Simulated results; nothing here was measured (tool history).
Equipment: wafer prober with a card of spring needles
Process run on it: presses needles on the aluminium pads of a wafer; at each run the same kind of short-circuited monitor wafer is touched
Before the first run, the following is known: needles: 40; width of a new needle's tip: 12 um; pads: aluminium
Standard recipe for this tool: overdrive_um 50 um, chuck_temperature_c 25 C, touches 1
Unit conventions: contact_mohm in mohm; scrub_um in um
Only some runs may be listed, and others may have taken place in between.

| run | hour | overdrive_um | chuck_temperature_c | touches | contact_mohm | scrub_um |
|---|---|---|---|---|---|---|
| 1 | 0 | 50 | 25 | 1 | 206 | 9.1 |
|  | 12.6 | tips cleaned on abrasive film |
|  | 29.5 | tips cleaned on abrasive film |
| 2 | 30.9 | 50 | 25 | 1 | 176 | 9.07 |
|  | 47.5 | tips cleaned on abrasive film |
| 3 | 61.1 | 50 | 25 | 1 | 269 | 9.06 |
|  | 64 | tips cleaned on abrasive film, once more |
|  | 81.8 | tips cleaned on abrasive film |
| 4 | 87.8 | 50 | 25 | 1 | 212 | 9.07 |
|  | 99.4 | tips cleaned on abrasive film |
|  | 115.8 | tips cleaned on abrasive film |
| 5 | 117.6 | 50 | 25 | 1 | 179 | 9.03 |
|  | 132.6 | tips cleaned on abrasive film |
| 6 | 137.3 | 50 | 99 | 1 | 213 | 9.02 |
|  | 151.4 | tips cleaned on abrasive film |
| 7 | 154.3 | 50 | 37 | 1 | 195 | 9 |
|  | 169.2 | tips cleaned on abrasive film |
| 8 | 170 | 45 | 40 | 2 | 164 | 8.06 |
|  | 186.6 | tips cleaned on abrasive film |
| 9 | 196.1 | 45 | 40 | 2 | 225 | 8.07 |
|  | 202.9 | tips cleaned on abrasive film |
|  | 219.8 | tips cleaned on abrasive film |
|  | 222.5 | height of the first contact set anew |
| 10 | 222.5 | 55 | 29 | 1 | 174 | 10.09 |
|  | 238.3 | tips cleaned on abrasive film |
| 11 | 249.2 | 55 | 29 | 1 | 242 | 10.08 |
|  | 255.7 | tips cleaned on abrasive film |
| 12 | 269.4 | 40 | 89 | 1 | 343 | 7.31 |
|  | 274.1 | tips cleaned on abrasive film |
| 13 | 288.3 | 35 | 92 | 2 | 308 | 6.37 |

Here are 4 independent what-if runs from the current tool condition. What would each one return?
|  | 290.8 | tips cleaned on abrasive film |
| A | 304 | 35 | 77 | 1 | ? | ? |
|  | 290.8 | tips cleaned on abrasive film |
| B | 304 | 35 | 79 | 2 | ? | ? |
|  | 290.8 | tips cleaned on abrasive film |
| C | 304 | 40 | 68 | 2 | ? | ? |
|  | 290.8 | tips cleaned on abrasive film |
| D | 304 | 56 | 30 | 2 | ? | ? |

| run | contact_mohm | scrub_um |
|---|---|---|
| A | 405 | 6.35 |
| B | 303 | 6.38 |
| C | 270 | 7.27 |
| D | 200 | 10.21 |
The same runs, with their run-to-run variation unchanged, on a tool lacking any hidden condition would have given:
| run | contact_mohm | scrub_um |
|---|---|---|
| A | 153 | 6.4 |
| B | 153 | 6.44 |
| C | 149 | 7.32 |
| D | 132 | 10.26 |
